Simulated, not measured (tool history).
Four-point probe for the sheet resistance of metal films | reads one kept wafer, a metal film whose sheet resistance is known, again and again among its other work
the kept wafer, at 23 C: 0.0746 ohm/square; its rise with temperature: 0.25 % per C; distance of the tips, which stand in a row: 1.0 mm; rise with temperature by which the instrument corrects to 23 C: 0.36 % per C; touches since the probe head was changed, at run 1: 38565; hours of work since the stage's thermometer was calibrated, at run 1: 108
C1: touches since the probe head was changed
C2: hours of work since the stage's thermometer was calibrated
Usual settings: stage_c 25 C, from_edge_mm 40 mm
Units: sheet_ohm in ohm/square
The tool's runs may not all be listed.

Run 1, hour 0: usual settings; C1 38565; C2 108. Result: sheet_ohm 0.075436 ohm/square.
Run 2, hour 9.6: usual settings; C1 38972; C2 115. Result: sheet_ohm 0.07546 ohm/square.
Run 3, hour 24.1: usual settings; C1 39584; C2 124. Result: sheet_ohm 0.075451 ohm/square.
Run 4, hour 39.3: usual settings; C1 40223; C2 135. Result: sheet_ohm 0.075489 ohm/square.
Run 5, hour 52: usual settings but stage_c 34 C; C1 40759; C2 143. Result: sheet_ohm 0.074796 ohm/square.
Run 6, hour 62: usual settings but stage_c 34 C; C1 41185; C2 150. Result: sheet_ohm 0.074815 ohm/square.
Run 7, hour 73.5: usual settings but stage_c 20 C; C1 41670; C2 157. Result: sheet_ohm 0.075915 ohm/square.
Run 8, hour 90.3: usual settings; C1 42378; C2 169. Result: sheet_ohm 0.075526 ohm/square.
At hour 92.6: stage's thermometer calibrated.
Run 9, hour 107.5: usual settings; C1 43082; C2 10. Result: sheet_ohm 0.075555 ohm/square.
Run 10, hour 126.1: usual settings; C1 43870; C2 22. Result: sheet_ohm 0.075536 ohm/square.
Run 11, hour 135.9: usual settings; C1 44284; C2 29. Result: sheet_ohm 0.075532 ohm/square.
At hour 149.7: stage's thermometer calibrated, once more.
Run 12, hour 156.9: usual settings but stage_c 29 C, from_edge_mm 12 mm; C1 45152; C2 5. Result: sheet_ohm 0.07549 ohm/square.
Run 13, hour 167.3: usual settings but stage_c 27 C, from_edge_mm 51 mm; C1 45588; C2 12. Result: sheet_ohm 0.075388 ohm/square.
Run 14, hour 177.4: usual settings but stage_c 27 C, from_edge_mm 4 mm; C1 46018; C2 19. Result: sheet_ohm 0.077797 ohm/square.
Run 15, hour 191: usual settings but stage_c 20 C, from_edge_mm 12 mm; C1 46591; C2 28. Result: sheet_ohm 0.07621 ohm/square.
Run 16, hour 210.1: usual settings but stage_c 20 C, from_edge_mm 4 mm; C1 47398; C2 40. Result: sheet_ohm 0.078403 ohm/square.
Run 17, hour 222: usual settings but stage_c 20 C, from_edge_mm 4 mm; C1 47901; C2 48. Result: sheet_ohm 0.078435 ohm/square.
Run 18, hour 239.8: usual settings but stage_c 24 C, from_edge_mm 26 mm; C1 48653; C2 60. Result: sheet_ohm 0.075681 ohm/square.
Run 19, hour 259.8: usual settings but stage_c 34 C, from_edge_mm 48 mm; C1 49495; C2 74. Result: sheet_ohm 0.074936 ohm/square.
Run 20, hour 276.9: usual settings but stage_c 35 C; C1 50217; C2 85. Result: sheet_ohm 0.074877 ohm/square.
Run 21, hour 294.1: usual settings but stage_c 35 C; C1 50945; C2 96. Result: sheet_ohm 0.07487 ohm/square.

3 ways to go on from here, each from the tool as it stands after run 21. What would each give?
Run A, hour 302.7: usual settings but from_edge_mm 18 mm; C1 51308; C2 102. Result: sheet_ohm ?.
Run B, hour 302.7: usual settings but stage_c 22 C, from_edge_mm 30 mm; C1 51308; C2 102. Result: sheet_ohm ?.
Run C, hour 302.7: usual settings but stage_c 35 C, from_edge_mm 23 mm; C1 51308; C2 102. Result: sheet_ohm ?.

run  sheet_ohm
  A   0.075747
  B   0.075907
  C   0.074935
Without the tool's hidden state the same runs would have given:
run  sheet_ohm
  A   0.074571
  B   0.074729
  C   0.073771
